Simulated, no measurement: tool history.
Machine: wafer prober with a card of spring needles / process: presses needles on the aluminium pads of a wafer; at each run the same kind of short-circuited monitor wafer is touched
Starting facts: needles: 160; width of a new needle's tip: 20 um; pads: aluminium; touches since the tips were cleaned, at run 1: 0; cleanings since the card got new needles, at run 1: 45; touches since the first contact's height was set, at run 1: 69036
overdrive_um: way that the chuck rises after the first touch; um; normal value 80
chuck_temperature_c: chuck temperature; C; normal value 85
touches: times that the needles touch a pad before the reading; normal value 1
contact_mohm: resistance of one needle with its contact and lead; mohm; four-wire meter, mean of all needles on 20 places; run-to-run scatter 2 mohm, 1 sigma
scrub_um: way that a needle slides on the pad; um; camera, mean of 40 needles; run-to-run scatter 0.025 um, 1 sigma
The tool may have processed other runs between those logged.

run,hour,overdrive_um,chuck_temperature_c,touches,touches since the tips were cleaned,cleanings since the card got new needles,touches since the first contact's height was set,contact_mohm,scrub_um
1,0,80,85,1,0,45,69036,221,16.82
# hour 37.8: tips cleaned on abrasive film
2,39.1,75,85,1,306,46,78870,234,15.75
# hour 71.1: tips cleaned on abrasive film
# hour 104.9: tips cleaned on abrasive film
3,111.1,75,85,1,1573,48,97013,258,15.67
# hour 139.5: tips cleaned on abrasive film
# hour 175: tips cleaned on abrasive film
4,194,75,85,1,4788,50,117877,287,15.6
# hour 204.6: height of the first contact set anew
# hour 211.8: tips cleaned on abrasive film
5,235.1,75,85,1,5867,51,7670,289,15.85
# hour 246.4: tips cleaned on abrasive film
6,271.8,75,85,1,6410,52,16917,295,15.85
# hour 282.9: tips cleaned on abrasive film
# hour 317.1: tips cleaned on abrasive film
7,317.1,80,80,1,0,54,28294,224,16.88
# hour 353.2: tips cleaned on abrasive film
# hour 386.5: tips cleaned on abrasive film
8,386.5,80,85,1,0,56,45783,225,16.8
# hour 423.9: tips cleaned on abrasive film
9,433.2,80,85,1,2349,57,57527,262,16.79
# hour 461.3: tips cleaned on abrasive film
# hour 495.3: tips cleaned on abrasive film
10,503.4,80,85,1,2037,59,75202,262,16.74
# hour 530.5: tips cleaned on abrasive film
11,543.5,80,85,1,3293,60,85303,277,16.74
# hour 563.7: tips cleaned on abrasive film
# hour 598.5: tips cleaned on abrasive film
12,622.7,80,85,1,6103,62,105241,286,16.74
# hour 634.7: tips cleaned on abrasive film
# hour 668: tips cleaned on abrasive film
13,673,80,85,1,1250,64,117881,253,16.68
# hour 680.4: height of the first contact set anew
# hour 702.5: tips cleaned on abrasive film
# hour 736.4: tips cleaned on abrasive film
14,750.9,80,85,1,3672,66,17758,281,16.93
# hour 770.2: tips cleaned on abrasive film
# hour 810: tips cleaned on abrasive film
15,812.2,80,85,1,539,68,33161,237,16.88
# hour 849.5: tips cleaned on abrasive film
# hour 883: tips cleaned on abrasive film
16,887.4,80,85,1,1105,70,52099,241,16.86
# hour 916.2: tips cleaned on abrasive film
17,942.8,87,85,2,6712,71,66068,258,18.25
# hour 950.1: tips cleaned on abrasive film
# hour 987.4: tips cleaned on abrasive film
18,1000.8,80,47,1,3393,73,80668,271,16.8
# hour 1022.4: tips cleaned on abrasive film
# hour 1056.3: tips cleaned on abrasive film
19,1086.4,80,47,1,7599,75,102208,289,16.74
# hour 1090.5: tips cleaned on abrasive film
# hour 1127.1: tips cleaned on abrasive film
20,1140.3,80,47,1,3339,77,115773,272,16.74
# hour 1158: height of the first contact set anew
# hour 1162.6: tips cleaned on abrasive film
# hour 1200.9: tips cleaned on abrasive film
21,1211.7,80,47,1,2722,79,13513,268,16.9
# hour 1238.2: tips cleaned on abrasive film
22,1269,90,116,1,7789,80,27953,284,19
# hour 1274.1: tips cleaned on abrasive film
# hour 1310.6: tips cleaned on abrasive film
23,1328.3,90,116,1,4470,82,42871,273,19
# hour 1345.5: tips cleaned on abrasive film
# hour 1382.3: tips cleaned on abrasive film
24,1400.9,90,116,1,4697,84,61141,281,18.94
# hour 1419.1: tips cleaned on abrasive film
# hour 1455.7: tips cleaned on abrasive film
25,1481.9,91,85,1,6608,86,81544,275,19.19
# hour 1493.6: tips cleaned on abrasive film
26,1519.8,70,62,1,6614,87,91086,314,14.62
# hour 1528.3: tips cleaned on abrasive film
# hour 1563.2: tips cleaned on abrasive film
27,1563.6,70,62,1,109,89,102091,228,14.6
# hour 1597.4: tips cleaned on abrasive film
# hour 1633.9: tips cleaned on abrasive film
# hour 1634.2: height of the first contact set anew
28,1634.2,90,87,2,0,91,0,224,19.07

Predict each of these 5 candidate next runs independently; none follows another, all start after run 28:
# hour 1672.7: tips cleaned on abrasive film
A,1673.1,80,85,2,98,92,9784,?,?
# hour 1672.7: tips cleaned on abrasive film
B,1673.1,94,85,1,98,92,9784,?,?
# hour 1672.7: tips cleaned on abrasive film
C,1673.1,74,87,2,98,92,9784,?,?
# hour 1672.7: tips cleaned on abrasive film
D,1673.1,80,80,1,98,92,9784,?,?
# hour 1672.7: tips cleaned on abrasive film
E,1673.1,64,59,1,98,92,9784,?,?

run,contact_mohm,scrub_um
A,223,16.86
B,223,19.83
C,227,15.65
D,227,16.89
E,228,13.52
Without the tool's hidden state the same runs would have given:
run,contact_mohm,scrub_um
A,218,16.89
B,217,19.85
C,221,15.67
D,219,16.91
E,216,13.54

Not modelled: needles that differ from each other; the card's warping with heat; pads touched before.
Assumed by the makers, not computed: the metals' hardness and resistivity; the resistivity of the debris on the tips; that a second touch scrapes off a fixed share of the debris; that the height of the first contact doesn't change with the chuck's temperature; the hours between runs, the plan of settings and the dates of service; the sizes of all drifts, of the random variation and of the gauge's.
